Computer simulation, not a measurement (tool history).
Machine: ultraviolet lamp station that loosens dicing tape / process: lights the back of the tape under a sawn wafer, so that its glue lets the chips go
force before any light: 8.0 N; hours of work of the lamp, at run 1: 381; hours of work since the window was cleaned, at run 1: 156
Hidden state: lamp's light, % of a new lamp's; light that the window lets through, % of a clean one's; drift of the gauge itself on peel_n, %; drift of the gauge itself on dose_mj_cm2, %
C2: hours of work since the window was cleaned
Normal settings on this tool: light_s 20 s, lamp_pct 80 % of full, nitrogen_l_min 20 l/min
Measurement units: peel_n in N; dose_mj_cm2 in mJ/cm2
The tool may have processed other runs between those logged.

{"run": 1, "hour": 0.0, "light_s": 20, "lamp_pct": 80, "nitrogen_l_min": 20, "hours of work of the lamp": 381, "C2": 156, "peel_n": 0.172, "dose_mj_cm2": 294}
{"run": 2, "hour": 41.2, "light_s": 20, "lamp_pct": 80, "nitrogen_l_min": 20, "hours of work of the lamp": 401, "C2": 176, "peel_n": 0.168, "dose_mj_cm2": 293}
{"run": 3, "hour": 71.7, "light_s": 20, "lamp_pct": 80, "nitrogen_l_min": 7, "hours of work of the lamp": 416, "C2": 191, "peel_n": 0.271, "dose_mj_cm2": 290}
{"run": 4, "hour": 118.1, "light_s": 20, "lamp_pct": 77, "nitrogen_l_min": 20, "hours of work of the lamp": 439, "C2": 214, "peel_n": 0.187, "dose_mj_cm2": 279}
{"run": 5, "hour": 149.8, "light_s": 13, "lamp_pct": 77, "nitrogen_l_min": 20, "hours of work of the lamp": 455, "C2": 230, "peel_n": 0.5, "dose_mj_cm2": 185}
{"run": 6, "hour": 171.7, "light_s": 13, "lamp_pct": 77, "nitrogen_l_min": 20, "hours of work of the lamp": 466, "C2": 241, "peel_n": 0.516, "dose_mj_cm2": 182}
{"run": 7, "hour": 208.4, "light_s": 20, "lamp_pct": 84, "nitrogen_l_min": 20, "hours of work of the lamp": 484, "C2": 259, "peel_n": 0.148, "dose_mj_cm2": 305}
{"run": 8, "hour": 247.8, "light_s": 20, "lamp_pct": 80, "nitrogen_l_min": 20, "hours of work of the lamp": 503, "C2": 278, "peel_n": 0.159, "dose_mj_cm2": 290}
{"run": 9, "hour": 294.0, "light_s": 20, "lamp_pct": 80, "nitrogen_l_min": 20, "hours of work of the lamp": 526, "C2": 301, "peel_n": 0.162, "dose_mj_cm2": 291}
{"run": 10, "hour": 328.3, "light_s": 20, "lamp_pct": 80, "nitrogen_l_min": 20, "hours of work of the lamp": 542, "C2": 317, "peel_n": 0.171, "dose_mj_cm2": 290}
{"run": 11, "hour": 349.8, "light_s": 20, "lamp_pct": 90, "nitrogen_l_min": 20, "hours of work of the lamp": 553, "C2": 328, "peel_n": 0.136, "dose_mj_cm2": 326}
{"run": 12, "hour": 393.4, "light_s": 20, "lamp_pct": 94, "nitrogen_l_min": 20, "hours of work of the lamp": 574, "C2": 349, "peel_n": 0.13, "dose_mj_cm2": 340}
{"hour": 415.7, "done": "window cleaned of glue's vapour"}
{"run": 13, "hour": 434.0, "light_s": 20, "lamp_pct": 94, "nitrogen_l_min": 20, "hours of work of the lamp": 594, "C2": 9, "peel_n": 0.127, "dose_mj_cm2": 347}
{"run": 14, "hour": 461.2, "light_s": 12, "lamp_pct": 80, "nitrogen_l_min": 20, "hours of work of the lamp": 608, "C2": 22, "peel_n": 0.549, "dose_mj_cm2": 179}
{"run": 15, "hour": 504.2, "light_s": 12, "lamp_pct": 80, "nitrogen_l_min": 20, "hours of work of the lamp": 629, "C2": 44, "peel_n": 0.585, "dose_mj_cm2": 173}
{"run": 16, "hour": 549.9, "light_s": 12, "lamp_pct": 80, "nitrogen_l_min": 20, "hours of work of the lamp": 651, "C2": 66, "peel_n": 0.564, "dose_mj_cm2": 174}
{"run": 17, "hour": 583.3, "light_s": 36, "lamp_pct": 80, "nitrogen_l_min": 35, "hours of work of the lamp": 668, "C2": 82, "peel_n": 0.086, "dose_mj_cm2": 522}
{"run": 18, "hour": 612.3, "light_s": 36, "lamp_pct": 80, "nitrogen_l_min": 35, "hours of work of the lamp": 682, "C2": 97, "peel_n": 0.096, "dose_mj_cm2": 524}
{"run": 19, "hour": 657.6, "light_s": 37, "lamp_pct": 73, "nitrogen_l_min": 19, "hours of work of the lamp": 704, "C2": 119, "peel_n": 0.103, "dose_mj_cm2": 492}
{"run": 20, "hour": 703.0, "light_s": 37, "lamp_pct": 75, "nitrogen_l_min": 13, "hours of work of the lamp": 726, "C2": 141, "peel_n": 0.104, "dose_mj_cm2": 500}
{"run": 21, "hour": 721.8, "light_s": 12, "lamp_pct": 80, "nitrogen_l_min": 20, "hours of work of the lamp": 736, "C2": 150, "peel_n": 0.56, "dose_mj_cm2": 176}
{"run": 22, "hour": 745.1, "light_s": 15, "lamp_pct": 65, "nitrogen_l_min": 6, "hours of work of the lamp": 747, "C2": 162, "peel_n": 0.925, "dose_mj_cm2": 179}
{"run": 23, "hour": 783.1, "light_s": 11, "lamp_pct": 77, "nitrogen_l_min": 7, "hours of work of the lamp": 766, "C2": 181, "peel_n": 1.221, "dose_mj_cm2": 154}
{"run": 24, "hour": 816.4, "light_s": 11, "lamp_pct": 77, "nitrogen_l_min": 7, "hours of work of the lamp": 782, "C2": 197, "peel_n": 1.187, "dose_mj_cm2": 155}
{"run": 25, "hour": 855.7, "light_s": 11, "lamp_pct": 77, "nitrogen_l_min": 7, "hours of work of the lamp": 801, "C2": 216, "peel_n": 1.135, "dose_mj_cm2": 150}
{"run": 26, "hour": 897.8, "light_s": 19, "lamp_pct": 87, "nitrogen_l_min": 23, "hours of work of the lamp": 822, "C2": 237, "peel_n": 0.156, "dose_mj_cm2": 302}
{"run": 27, "hour": 923.8, "light_s": 33, "lamp_pct": 87, "nitrogen_l_min": 10, "hours of work of the lamp": 835, "C2": 250, "peel_n": 0.095, "dose_mj_cm2": 524}

Branching from run 27: 3 alternative next runs. What would each branch give?
{"run": "A", "hour": 950.7, "light_s": 14, "lamp_pct": 64, "nitrogen_l_min": 20, "hours of work of the lamp": 848, "C2": 263, "peel_n": "?", "dose_mj_cm2": "?"}
{"run": "B", "hour": 950.7, "light_s": 33, "lamp_pct": 87, "nitrogen_l_min": 7, "hours of work of the lamp": 848, "C2": 263, "peel_n": "?", "dose_mj_cm2": "?"}
{"run": "C", "hour": 950.7, "light_s": 14, "lamp_pct": 80, "nitrogen_l_min": 20, "hours of work of the lamp": 848, "C2": 263, "peel_n": "?", "dose_mj_cm2": "?"}

run=A peel_n=0.678 dose_mj_cm2=163
run=B peel_n=0.104 dose_mj_cm2=520
run=C peel_n=0.378 dose_mj_cm2=208
Had the tool no hidden state, the same runs would have come out as:
run=A peel_n=0.674 dose_mj_cm2=163
run=B peel_n=0.104 dose_mj_cm2=521
run=C peel_n=0.375 dose_mj_cm2=208
